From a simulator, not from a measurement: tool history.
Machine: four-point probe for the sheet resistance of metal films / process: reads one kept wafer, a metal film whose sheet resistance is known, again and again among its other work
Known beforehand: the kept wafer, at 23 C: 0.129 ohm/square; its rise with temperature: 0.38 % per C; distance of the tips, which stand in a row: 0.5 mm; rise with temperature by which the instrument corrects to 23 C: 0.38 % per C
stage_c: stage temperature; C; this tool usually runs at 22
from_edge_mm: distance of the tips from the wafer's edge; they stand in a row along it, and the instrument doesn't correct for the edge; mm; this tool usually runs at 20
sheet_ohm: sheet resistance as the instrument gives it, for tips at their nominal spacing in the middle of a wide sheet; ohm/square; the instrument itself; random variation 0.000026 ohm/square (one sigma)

Run 1, hour 0: usual settings. Result: sheet_ohm 0.129074 ohm/square.
Run 2, hour 76.1: usual settings. Result: sheet_ohm 0.129041 ohm/square.
Run 3, hour 123.1: usual settings but stage_c 34 C. Result: sheet_ohm 0.12901 ohm/square.
Run 4, hour 165: usual settings. Result: sheet_ohm 0.128969 ohm/square.
Run 5, hour 234.1: usual settings but stage_c 31 C. Result: sheet_ohm 0.129036 ohm/square.
Run 6, hour 275.5: usual settings but stage_c 25 C. Result: sheet_ohm 0.129022 ohm/square.
Run 7, hour 335.9: usual settings but from_edge_mm 7 mm. Result: sheet_ohm 0.129389 ohm/square.
Run 8, hour 408.7: usual settings but from_edge_mm 9 mm. Result: sheet_ohm 0.129243 ohm/square.
Run 9, hour 469.6: usual settings but stage_c 23 C, from_edge_mm 68 mm. Result: sheet_ohm 0.129072 ohm/square.
Run 10, hour 535.7: usual settings but stage_c 28 C. Result: sheet_ohm 0.129014 ohm/square.
Run 11, hour 572.2: usual settings but stage_c 28 C. Result: sheet_ohm 0.128996 ohm/square.

Here are 4 independent what-if runs from the current tool condition. What would each one return?
Run A, hour 625.8: usual settings but stage_c 20 C, from_edge_mm 27 mm. Result: sheet_ohm ?.
Run B, hour 625.8: usual settings but stage_c 19 C, from_edge_mm 4 mm. Result: sheet_ohm ?.
Run C, hour 625.8: usual settings but stage_c 25 C, from_edge_mm 61 mm. Result: sheet_ohm ?.
Run D, hour 625.8: usual settings but stage_c 24 C, from_edge_mm 10 mm. Result: sheet_ohm ?.

run  sheet_ohm
  A   0.129013
  B    0.13009
  C   0.128975
  D   0.129131
The same runs, with their run-to-run variation unchanged, on a tool lacking any hidden condition would have given:
run  sheet_ohm
  A    0.12901
  B   0.130087
  C   0.128972
  D   0.129128
